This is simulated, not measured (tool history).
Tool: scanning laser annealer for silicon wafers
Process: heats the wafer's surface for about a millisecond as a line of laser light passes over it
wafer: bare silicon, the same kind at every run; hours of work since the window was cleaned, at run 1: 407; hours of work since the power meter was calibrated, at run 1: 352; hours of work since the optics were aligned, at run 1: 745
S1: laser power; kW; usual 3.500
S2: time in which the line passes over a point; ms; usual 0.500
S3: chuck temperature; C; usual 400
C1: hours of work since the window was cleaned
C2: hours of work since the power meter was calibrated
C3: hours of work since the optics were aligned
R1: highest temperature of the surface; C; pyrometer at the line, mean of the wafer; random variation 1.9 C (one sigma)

run	hour	S1	S2	S3	C1	C2	C3	R1
1	0.0	3.500	0.500	400	407	352	745	1240
2	26.4	3.500	0.481	400	420	366	759	1223
3	41.5	3.500	0.500	400	428	374	767	1238
4	56.0	3.500	0.500	400	436	381	774	1243
5	84.2	3.500	0.500	400	450	396	789	1240
6	97.4	3.500	0.500	400	457	403	796	1239
7	117.9	3.500	0.500	390	468	413	806	1231
8	145.8	3.500	0.500	400	482	428	821	1242
9	163.5	3.500	0.500	400	491	437	830	1239
10	188.0	3.500	0.500	400	504	449	843	1241
11	213.5	3.500	0.500	435	517	463	856	1274
12	231.6	3.500	0.500	435	527	472	865	1277
# hour 250.9: window over the wafer cleaned
13	250.9	3.500	0.500	408	0	481	874	1247
14	267.5	3.500	0.500	408	9	490	883	1247
# hour 298.9: optics aligned, line set to its width
15	301.8	3.500	0.443	400	24	505	1	1193
16	315.3	3.500	0.443	400	31	512	8	1194
17	337.9	3.500	0.362	400	42	523	20	1118
18	356.0	3.500	0.362	400	52	533	30	1115
19	370.9	3.500	0.403	400	60	541	37	1157
20	400.6	3.500	0.403	400	75	556	53	1157
21	418.0	3.500	0.605	400	84	565	62	1323
22	438.3	3.500	0.500	387	94	575	72	1229
23	468.3	3.500	0.500	387	110	591	88	1227
24	494.0	3.012	0.454	387	123	604	101	1070
25	508.9	3.360	0.599	374	131	612	109	1252
26	536.4	3.360	0.599	362	145	626	123	1240
27	565.2	3.180	0.500	400	160	641	138	1159
28	581.4	3.659	0.350	370	168	649	146	1108
29	609.0	3.659	0.395	362	183	664	160	1149
30	622.4	3.243	0.429	417	190	671	167	1133
31	651.3	3.375	0.500	424	205	686	182	1233
32	665.4	3.695	0.500	434	212	693	190	1327
33	694.4	3.473	0.492	434	227	708	205	1260
34	711.6	3.500	0.441	376	236	717	214	1166
35	738.4	3.541	0.606	437	250	731	227	1370
36	762.6	3.541	0.606	437	262	743	240	1370
37	779.6	3.729	0.428	392	271	752	249	1229
38	792.9	3.065	0.385	392	278	759	256	1030
39	822.8	3.770	0.500	416	293	774	271	1330

The next listed run, before its measurement:
40	851.5	3.770	0.500	416	308	789	286	?

Run 40 gave R1 1326 C.
Without the tool's hidden state the same run would have given R1 1327 C.
